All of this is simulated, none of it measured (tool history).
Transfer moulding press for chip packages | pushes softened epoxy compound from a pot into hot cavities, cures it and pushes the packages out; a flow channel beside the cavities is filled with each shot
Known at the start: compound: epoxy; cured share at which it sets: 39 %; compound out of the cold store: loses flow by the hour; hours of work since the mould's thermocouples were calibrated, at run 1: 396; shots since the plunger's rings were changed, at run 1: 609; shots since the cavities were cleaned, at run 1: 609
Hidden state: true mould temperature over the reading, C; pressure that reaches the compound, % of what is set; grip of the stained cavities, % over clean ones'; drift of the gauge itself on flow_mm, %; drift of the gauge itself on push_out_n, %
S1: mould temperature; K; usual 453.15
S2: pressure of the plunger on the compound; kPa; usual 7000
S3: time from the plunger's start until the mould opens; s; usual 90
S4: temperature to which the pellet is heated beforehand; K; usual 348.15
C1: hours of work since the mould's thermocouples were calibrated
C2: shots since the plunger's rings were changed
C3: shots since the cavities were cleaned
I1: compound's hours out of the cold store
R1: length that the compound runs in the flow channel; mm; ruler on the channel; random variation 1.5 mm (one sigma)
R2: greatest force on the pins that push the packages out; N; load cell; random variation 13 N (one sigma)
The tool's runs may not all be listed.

run	hour	S1	S2	S3	S4	C1	C2	C3	I1	R1	R2
1	0	453.15	7000	90	348.15	396	609	609	43.6	622	891
# hour 12.5: cavities cleaned with cleaning compound and waxed
2	21.8	453.15	7000	90	348.15	410	888	128	36.4	639	676
3	61.6	453.15	7000	90	348.15	437	1434	674	35.5	635	940
# hour 68.7: cavities cleaned with cleaning compound and waxed
4	86.2	453.15	7000	90	341.15	453	1752	241	20.1	676	778
5	117.1	453.15	7000	86	348.15	475	2176	665	33.8	634	1006
# hour 125.7: cavities cleaned with cleaning compound and waxed
6	145.6	453.15	7000	86	348.15	493	2547	273	35.7	627	806
# hour 166.1: plunger's sealing rings changed
7	169.6	453.15	7000	86	348.15	508	48	569	26.9	673	933
# hour 186: cavities cleaned with cleaning compound and waxed
8	189.5	453.15	7000	86	348.15	521	300	48	28	664	669
9	215	453.15	7000	86	348.15	538	651	399	16.1	699	940
# hour 241.8: cavities cleaned with cleaning compound and waxed
10	245.4	453.15	7000	86	348.15	558	1047	49	28.6	660	700
11	269.8	453.15	7000	86	348.15	575	1382	384	16.4	689	944
# hour 300.3: cavities cleaned with cleaning compound and waxed
12	300.3	453.15	7000	86	348.15	595	1782	1	12.8	696	640
# hour 328.8: mould's thermocouples calibrated
13	332.9	453.15	7000	90	348.15	3	2201	420	8.4	702	877
# hour 359: cavities cleaned with cleaning compound and waxed
14	366.1	453.15	7000	90	348.15	25	2637	98	31.4	633	659
# hour 379.4: plunger's sealing rings changed
15	388.3	453.15	7140	83	348.15	38	123	369	42.6	636	873
# hour 420.5: cavities cleaned with cleaning compound and waxed
16	420.5	453.15	6720	90	348.15	60	545	0	30.3	646	549
17	454.7	453.15	6720	90	348.15	83	1015	470	13.2	689	896
# hour 479.4: cavities cleaned with cleaning compound and waxed
18	488.3	454.15	7060	104	346.15	105	1455	123	14.8	693	565
# hour 521.3: mould's thermocouples calibrated, once more
19	523.9	453.15	7000	126	348.15	2	1917	585	10.3	712	717
# hour 539.5: cavities cleaned with cleaning compound and waxed
20	543.8	458.15	5780	77	344.15	14	2169	59	44.2	543	633
21	566.6	458.15	6350	77	344.15	30	2483	373	18.7	627	872
22	586.9	453.15	8660	90	347.15	44	2762	652	15.6	758	1017
# hour 591.4: plunger's sealing rings changed
# hour 597.8: cavities cleaned with cleaning compound and waxed
23	626.6	449.15	7160	90	342.15	69	462	396	46.1	642	1042
24	647.1	449.15	8440	80	342.15	83	744	678	43.5	703	1520
# hour 654.6: cavities cleaned with cleaning compound and waxed
25	688.7	449.15	8440	80	342.15	111	1295	469	16.5	781	1619
# hour 712.9: cavities cleaned with cleaning compound and waxed
26	716.8	449.15	8440	99	342.15	129	1660	53	28.1	741	679
27	740.6	453.15	7000	115	349.15	146	1987	380	40.8	621	671

Forecast each of these 5 alternatives for the next run:
A	757.8	448.15	5770	89	349.15	158	2223	616	17.1	?	?
B	757.8	453.15	5830	105	348.15	158	2223	616	14.1	?	?
C	757.8	453.15	7690	110	342.15	158	2223	616	13	?	?
D	757.8	453.15	7000	90	357.15	158	2223	616	23.5	?	?
E	757.8	459.15	7000	115	349.15	158	2223	616	33	?	?

run	R1	R2
A	638	1426
B	632	812
C	728	790
D	664	943
E	620	736
Without the tool's hidden state the same runs would have given:
run	R1	R2
A	661	890
B	655	502
C	754	485
D	688	589
E	642	453

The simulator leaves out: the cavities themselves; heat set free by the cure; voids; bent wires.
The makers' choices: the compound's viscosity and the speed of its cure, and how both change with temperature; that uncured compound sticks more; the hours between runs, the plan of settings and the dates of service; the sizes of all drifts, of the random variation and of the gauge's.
